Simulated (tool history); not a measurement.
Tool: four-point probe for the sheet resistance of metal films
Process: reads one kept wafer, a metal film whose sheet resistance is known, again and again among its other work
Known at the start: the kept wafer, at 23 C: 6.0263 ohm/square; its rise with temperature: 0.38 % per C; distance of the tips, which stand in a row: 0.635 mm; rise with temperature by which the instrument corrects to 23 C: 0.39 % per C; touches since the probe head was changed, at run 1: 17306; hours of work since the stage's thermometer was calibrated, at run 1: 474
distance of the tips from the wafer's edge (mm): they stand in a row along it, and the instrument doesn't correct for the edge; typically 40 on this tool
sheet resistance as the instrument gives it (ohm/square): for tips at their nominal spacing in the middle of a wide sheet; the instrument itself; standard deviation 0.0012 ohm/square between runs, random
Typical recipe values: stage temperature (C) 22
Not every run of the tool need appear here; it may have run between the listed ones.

run    hour  stage temperature (C)  distance of the tips from the wafer's edge (mm)  touches since the probe head was changed  hours of work since the stage's thermometer was calibrated  sheet resistance as the instrument gives it (ohm/square)
  1     0.0                     22                                               40                                     17306                                                         474                                                  6.018110
  2    53.8                     22                                               40                                     18124                                                         500                                                  6.016822
  3    98.0                     27                                               40                                     18796                                                         522                                                  6.012097
  4   122.6                     22                                               11                                     19169                                                         534                                                  6.027253
  5   146.7                     22                                               11                                     19537                                                         545                                                  6.026796
  6   193.7                     22                                               11                                     20251                                                         568                                                  6.024621
  7   221.5                     22                                               25                                     20672                                                         581                                                  6.013810
  8   249.2                     25                                               40                                     21094                                                         595                                                  6.009140
  9   297.4                     25                                               40                                     21826                                                         618                                                  6.008999
 10   324.0                     25                                               40                                     22231                                                         631                                                  6.008046
 11   365.8                     34                                               40                                     22866                                                         651                                                  6.001996
 12   398.1                     34                                               40                                     23356                                                         667                                                  5.999994
 13   444.3                     22                                               40                                     24058                                                         689                                                  6.012271
 14   493.9                     22                                               40                                     24812                                                         713                                                  6.011326
 15   540.8                     20                                               26                                     25525                                                         736                                                  6.012555
 16   568.9                     20                                               26                                     25953                                                         749                                                  6.010764
 17   609.7                     22                                                9                                     26573                                                         769                                                  6.024325
 18   650.3                     22                                                9                                     27190                                                         789                                                  6.023287
 19   708.9                     22                                               72                                     28080                                                         817                                                  6.007401
 20   735.2                     22                                               72                                     28479                                                         830                                                  6.002349
 21   779.3                     32                                               40                                     29150                                                         851                                                  5.997231
 22   830.7                     25                                                4                                     29932                                                         876                                                  6.079221
 23   884.2                     27                                                3                                     30744                                                         902                                                  6.138379
 24   913.5                     20                                               27                                     31190                                                         916                                                  6.004892
 25   970.4                     20                                               27                                     32055                                                         943                                                  6.002774
 26  1010.6                     22                                                8                                     32665                                                         963                                                  6.018601
 27  1041.9                     19                                               19                                     33141                                                         978                                                  6.004425

Forecast each of these 3 alternatives for the next run:
  A  1090.1                     23                                               13                                     33873                                                        1001                                                         ?
  B  1090.1                     22                                                5                                     33873                                                        1001                                                         ?
  C  1090.1                     24                                               19                                     33873                                                        1001                                                         ?

run  sheet resistance as the instrument gives it (ohm/square)
  A                                                  6.009756
  B                                                  6.050966
  C                                                  6.000461
What these runs would have given with no unlogged condition in the tool:
run  sheet resistance as the instrument gives it (ohm/square)
  A                                                  6.038035
  B                                                  6.079447
  C                                                  6.028676

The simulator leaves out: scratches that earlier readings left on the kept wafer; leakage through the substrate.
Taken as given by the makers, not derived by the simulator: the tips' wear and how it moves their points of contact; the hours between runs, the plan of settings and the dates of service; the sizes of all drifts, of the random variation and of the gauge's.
